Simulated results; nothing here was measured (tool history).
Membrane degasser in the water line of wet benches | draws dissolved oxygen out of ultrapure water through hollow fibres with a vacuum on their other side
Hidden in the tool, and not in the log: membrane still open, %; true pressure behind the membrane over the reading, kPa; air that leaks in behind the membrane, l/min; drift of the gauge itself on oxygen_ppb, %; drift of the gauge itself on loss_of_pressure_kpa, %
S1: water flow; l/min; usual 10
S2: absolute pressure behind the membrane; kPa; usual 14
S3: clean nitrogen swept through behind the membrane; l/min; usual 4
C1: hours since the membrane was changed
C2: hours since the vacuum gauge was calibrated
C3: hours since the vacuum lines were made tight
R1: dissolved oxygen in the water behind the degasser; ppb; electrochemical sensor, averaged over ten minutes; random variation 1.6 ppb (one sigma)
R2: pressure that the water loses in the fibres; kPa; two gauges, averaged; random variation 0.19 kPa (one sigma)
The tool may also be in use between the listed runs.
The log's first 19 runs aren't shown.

run	day	S1	S2	S3	C1	C2	C3	R1	R2
20	116.521	7	13.6	4.26	4916	1282	2276	93	28.76
21	123.338	7	13.6	4.26	5080	1445	2439	93	29
22	128.983	11	10.7	11.74	5215	1581	2575	142.9	45.45
23	134.212	6	10.7	2.28	5341	1706	2700	85.8	24.74
24	138.925	12	27.6	2.28	5454	1819	2813	436.1	49.63
25	143.133	10	31.5	10.78	5555	1920	2914	169.7	41.24
26	148.458	8	22.4	4.92	5683	2048	3042	148	33.14
27	152.467	8	22.4	4.92	5779	2144	3138	144.3	33.22
28	156.75	8	22.4	4.92	5882	2247	3241	148.2	33.06
29	164.354	10	14	1.84	6064	2430	3424	248.1	41.59
30	169.079	10	14	1.84	6178	2543	3537	246.5	41.27
31	176.883	10	14	1.84	6365	2730	3724	246.3	41.17

5 ways to go on from here, each from the tool as it stands after run 31. What would each give?
A	184.529	13	14	1.9	6548	2914	3908	?	?
B	184.529	10	10.1	2.6	6548	2914	3908	?	?
C	184.529	10	9	1.84	6548	2914	3908	?	?
D	184.529	9	14	2.39	6548	2914	3908	?	?
E	184.529	10	15	1.84	6548	2914	3908	?	?

run	R1	R2
A	335.4	53.85
B	170.4	41.25
C	185.4	41.71
D	186	37.58
E	256.2	41.62
Without the tool's hidden state the same runs would have given:
run	R1	R2
A	314.8	52.28
B	155.9	40.06
C	170.1	40.5
D	173	36.49
E	240.9	40.41
